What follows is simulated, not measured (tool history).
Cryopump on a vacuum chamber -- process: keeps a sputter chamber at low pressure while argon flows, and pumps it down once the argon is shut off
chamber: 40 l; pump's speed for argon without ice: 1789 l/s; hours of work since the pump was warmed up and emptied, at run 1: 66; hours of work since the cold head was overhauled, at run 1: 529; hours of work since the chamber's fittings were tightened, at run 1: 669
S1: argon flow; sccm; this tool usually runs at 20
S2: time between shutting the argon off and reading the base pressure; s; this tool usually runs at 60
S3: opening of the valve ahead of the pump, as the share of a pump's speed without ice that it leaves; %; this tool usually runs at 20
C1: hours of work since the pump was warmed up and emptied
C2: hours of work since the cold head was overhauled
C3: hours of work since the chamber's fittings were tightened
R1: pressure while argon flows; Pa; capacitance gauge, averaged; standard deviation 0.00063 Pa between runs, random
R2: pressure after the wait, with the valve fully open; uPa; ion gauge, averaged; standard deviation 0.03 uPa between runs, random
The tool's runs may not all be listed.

| run | hour | S1 | S2 | S3 | C1 | C2 | C3 | R1 | R2 |
|---|---|---|---|---|---|---|---|---|---|
| 1 | 0.0 | 20 | 60 | 20 | 66 | 529 | 669 | 0.0951 | 2.31 |
| 2 | 29.9 | 20 | 60 | 20 | 87 | 550 | 690 | 0.0959 | 2.42 |
| 3 | 59.3 | 20 | 60 | 20 | 108 | 571 | 711 | 0.0958 | 2.43 |
| 4 | 110.6 | 20 | 60 | 20 | 145 | 608 | 747 | 0.0959 | 2.53 |
| 5 | 142.2 | 20 | 60 | 20 | 167 | 630 | 770 | 0.0952 | 2.45 |
| 6 | 178.0 | 20 | 60 | 20 | 193 | 656 | 795 | 0.0970 | 2.59 |
| 7 | 218.9 | 20 | 60 | 31 | 222 | 685 | 825 | 0.0629 | 2.58 |
| 8 | 282.2 | 20 | 60 | 31 | 267 | 730 | 870 | 0.0631 | 2.75 |
| 9 | 349.6 | 20 | 60 | 16 | 315 | 778 | 918 | 0.1208 | 2.71 |
| 10 | 418.7 | 28 | 60 | 20 | 364 | 827 | 967 | 0.1352 | 2.83 |
| 11 | 486.0 | 20 | 60 | 57 | 412 | 875 | 1015 | 0.0368 | 3.02 |
| 12 | 530.5 | 20 | 60 | 57 | 444 | 907 | 1047 | 0.0379 | 3.17 |
|  | 550.3 | pump warmed up, emptied and cooled again |
| 13 | 588.9 | 20 | 60 | 57 | 28 | 945 | 1085 | 0.0344 | 2.89 |
| 14 | 636.5 | 20 | 258 | 20 | 61 | 979 | 1119 | 0.0957 | 1.91 |
| 15 | 700.3 | 18 | 77 | 22 | 107 | 1024 | 1164 | 0.0779 | 2.81 |
| 16 | 741.3 | 20 | 60 | 24 | 136 | 1053 | 1193 | 0.0796 | 3.09 |
| 17 | 793.0 | 23 | 120 | 36 | 173 | 1090 | 1230 | 0.0618 | 2.52 |
| 18 | 831.4 | 23 | 120 | 36 | 200 | 1118 | 1257 | 0.0625 | 2.59 |
| 19 | 866.2 | 15 | 101 | 32 | 225 | 1142 | 1282 | 0.0461 | 2.69 |
| 20 | 918.9 | 20 | 151 | 20 | 263 | 1180 | 1320 | 0.0966 | 2.62 |
|  | 928.3 | leaking fittings of the chamber tightened, without venting |
| 21 | 979.0 | 20 | 151 | 20 | 304 | 1221 | 36 | 0.0965 | 0.78 |
| 22 | 1027.0 | 20 | 151 | 20 | 338 | 1256 | 70 | 0.0984 | 0.82 |
| 23 | 1089.5 | 20 | 121 | 43 | 383 | 1300 | 115 | 0.0470 | 1.06 |
| 24 | 1126.0 | 20 | 27 | 46 | 409 | 1326 | 141 | 0.0452 | 3.35 |
|  | 1195.2 | pump warmed up, emptied and cooled again |
| 25 | 1198.3 | 20 | 27 | 46 | 2 | 1374 | 189 | 0.0418 | 3.30 |

Forecast each of these 4 alternatives for the next run:
| A | 1233.5 | 12 | 83 | 45 | 27 | 1399 | 214 | ? | ? |
| B | 1233.5 | 13 | 60 | 20 | 27 | 1399 | 214 | ? | ? |
| C | 1233.5 | 9 | 122 | 52 | 27 | 1399 | 214 | ? | ? |
| D | 1233.5 | 12 | 105 | 48 | 27 | 1399 | 214 | ? | ? |

| run | R1 | R2 |
|---|---|---|
| A | 0.0257 | 1.47 |
| B | 0.0622 | 1.78 |
| C | 0.0169 | 1.16 |
| D | 0.0242 | 1.19 |
Take away the tool's hidden state, keep each run's random variation, and the runs would have read:
| run | R1 | R2 |
|---|---|---|
| A | 0.0253 | 1.17 |
| B | 0.0617 | 1.49 |
| C | 0.0166 | 0.87 |
| D | 0.0237 | 0.90 |

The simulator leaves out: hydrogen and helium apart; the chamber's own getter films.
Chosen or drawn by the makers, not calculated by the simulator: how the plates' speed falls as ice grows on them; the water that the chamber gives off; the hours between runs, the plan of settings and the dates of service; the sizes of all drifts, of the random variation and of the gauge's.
